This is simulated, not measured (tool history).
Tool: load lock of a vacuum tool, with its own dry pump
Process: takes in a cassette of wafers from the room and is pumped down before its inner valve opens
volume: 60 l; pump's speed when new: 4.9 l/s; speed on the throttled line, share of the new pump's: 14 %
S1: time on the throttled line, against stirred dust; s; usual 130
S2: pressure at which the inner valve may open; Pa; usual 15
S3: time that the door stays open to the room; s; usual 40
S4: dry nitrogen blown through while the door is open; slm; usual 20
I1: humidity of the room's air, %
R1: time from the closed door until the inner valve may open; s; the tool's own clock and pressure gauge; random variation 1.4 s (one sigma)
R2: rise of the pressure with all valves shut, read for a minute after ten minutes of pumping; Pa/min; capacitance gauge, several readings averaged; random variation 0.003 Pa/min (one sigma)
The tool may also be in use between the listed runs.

| run | hour | S1 | S2 | S3 | S4 | I1 | R1 | R2 |
|---|---|---|---|---|---|---|---|---|
| 1 | 0.0 | 130 | 15 | 40 | 20 | 43.4 | 239.0 | 0.022 |
| 2 | 499.4 | 130 | 15 | 40 | 20 | 46.1 | 238.4 | 0.050 |
| 3 | 1055.1 | 130 | 14 | 40 | 20 | 45.0 | 241.2 | 0.096 |
| 4 | 1589.7 | 130 | 15 | 40 | 6 | 47.2 | 243.9 | 0.166 |
| 5 | 2187.0 | 130 | 15 | 40 | 6 | 42.4 | 246.6 | 0.222 |
| 6 | 2645.5 | 130 | 15 | 40 | 6 | 47.8 | 246.1 | 0.285 |
| 7 | 3061.6 | 130 | 15 | 40 | 7 | 43.2 | 245.1 | 0.347 |
| 8 | 3633.4 | 130 | 15 | 40 | 7 | 43.1 | 249.0 | 0.455 |
|  | 3968.9 | dry pump taken out, an overhauled one fitted |
| 9 | 3989.2 | 130 | 15 | 40 | 20 | 41.2 | 218.4 | 0.510 |
| 10 | 4542.3 | 130 | 15 | 40 | 20 | 45.1 | 218.5 | 0.647 |
|  | 4973.1 | door's seal changed, seat wiped |
| 11 | 5039.6 | 130 | 15 | 40 | 20 | 43.7 | 220.3 | 0.024 |
| 12 | 5367.8 | 130 | 10 | 40 | 20 | 44.6 | 226.1 | 0.054 |
| 13 | 5988.9 | 130 | 10 | 25 | 20 | 45.8 | 226.6 | 0.093 |
| 14 | 6648.5 | 130 | 10 | 25 | 20 | 46.5 | 227.4 | 0.153 |
| 15 | 7087.5 | 77 | 15 | 113 | 21 | 46.9 | 178.8 | 0.216 |
| 16 | 7503.3 | 194 | 21 | 113 | 21 | 44.9 | 272.3 | 0.263 |

Run 17 comes next. What will it give?
| 17 | 7869.5 | 194 | 21 | 113 | 21 | 41.7 | ? | ? |

Run 17 gave R1 272.9 s, R2 0.318 Pa/min.
Without the tool's hidden state the same run would have given R1 268.5 s, R2 0.024 Pa/min.
